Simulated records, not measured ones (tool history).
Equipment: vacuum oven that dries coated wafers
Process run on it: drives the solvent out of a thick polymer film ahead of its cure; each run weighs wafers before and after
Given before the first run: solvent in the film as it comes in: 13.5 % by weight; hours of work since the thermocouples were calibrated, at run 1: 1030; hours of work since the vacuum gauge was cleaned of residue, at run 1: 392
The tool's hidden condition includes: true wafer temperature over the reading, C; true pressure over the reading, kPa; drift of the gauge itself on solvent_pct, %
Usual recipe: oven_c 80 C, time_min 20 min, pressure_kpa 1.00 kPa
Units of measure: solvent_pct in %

| run | hour | oven_c | time_min | pressure_kpa | hours of work since the thermocouples were calibrated | hours of work since the vacuum gauge was cleaned of residue | solvent_pct |
|---|---|---|---|---|---|---|---|
| 1 | 0.0 | 80 | 20 | 1.00 | 1030 | 392 | 2.05 |
| 2 | 12.8 | 80 | 20 | 3.55 | 1039 | 401 | 5.57 |
| 3 | 23.8 | 84 | 20 | 3.55 | 1046 | 408 | 4.71 |
| 4 | 35.8 | 84 | 20 | 3.55 | 1055 | 416 | 4.68 |
| 5 | 53.9 | 84 | 20 | 3.55 | 1067 | 429 | 4.66 |
| 6 | 72.3 | 84 | 20 | 3.55 | 1079 | 441 | 4.67 |
| 7 | 82.4 | 68 | 20 | 1.00 | 1086 | 448 | 4.45 |
| 8 | 104.4 | 68 | 20 | 1.71 | 1101 | 463 | 5.89 |
|  | 122.0 | oven's thermocouples calibrated |
| 9 | 126.7 | 68 | 20 | 1.71 | 3 | 477 | 6.13 |
| 10 | 142.1 | 68 | 20 | 1.71 | 14 | 487 | 6.18 |
| 11 | 155.2 | 68 | 35 | 1.71 | 23 | 496 | 5.12 |
| 12 | 168.7 | 79 | 20 | 1.00 | 32 | 505 | 2.44 |
| 13 | 188.2 | 95 | 20 | 1.00 | 45 | 519 | 0.99 |
| 14 | 207.8 | 80 | 22 | 1.00 | 58 | 532 | 2.08 |
| 15 | 217.0 | 86 | 20 | 1.00 | 65 | 538 | 1.57 |
| 16 | 226.7 | 86 | 20 | 1.00 | 71 | 545 | 1.58 |
| 17 | 242.8 | 86 | 20 | 1.00 | 82 | 556 | 1.58 |
| 18 | 260.5 | 80 | 20 | 2.52 | 94 | 568 | 4.43 |
| 19 | 283.1 | 80 | 24 | 1.00 | 110 | 583 | 2.02 |
| 20 | 293.9 | 80 | 24 | 1.00 | 117 | 591 | 2.04 |
| 21 | 303.8 | 80 | 24 | 1.00 | 124 | 597 | 2.11 |
| 22 | 315.1 | 80 | 24 | 1.00 | 131 | 605 | 2.05 |
| 23 | 335.7 | 80 | 24 | 1.00 | 145 | 619 | 2.01 |
| 24 | 345.7 | 80 | 10 | 1.00 | 152 | 626 | 3.99 |
| 25 | 360.9 | 80 | 10 | 1.00 | 162 | 636 | 3.92 |
| 26 | 375.4 | 75 | 20 | 2.04 | 172 | 646 | 4.85 |
| 27 | 389.5 | 75 | 20 | 2.04 | 182 | 656 | 4.88 |
| 28 | 406.1 | 79 | 28 | 2.03 | 193 | 667 | 3.63 |

For run 29, what comes out?
| 29 | 427.4 | 86 | 20 | 3.94 | 208 | 681 | ? |

solvent_pct: 4.95 %
Had the tool carried no hidden state, the very same run would have given solvent_pct 4.73 %.
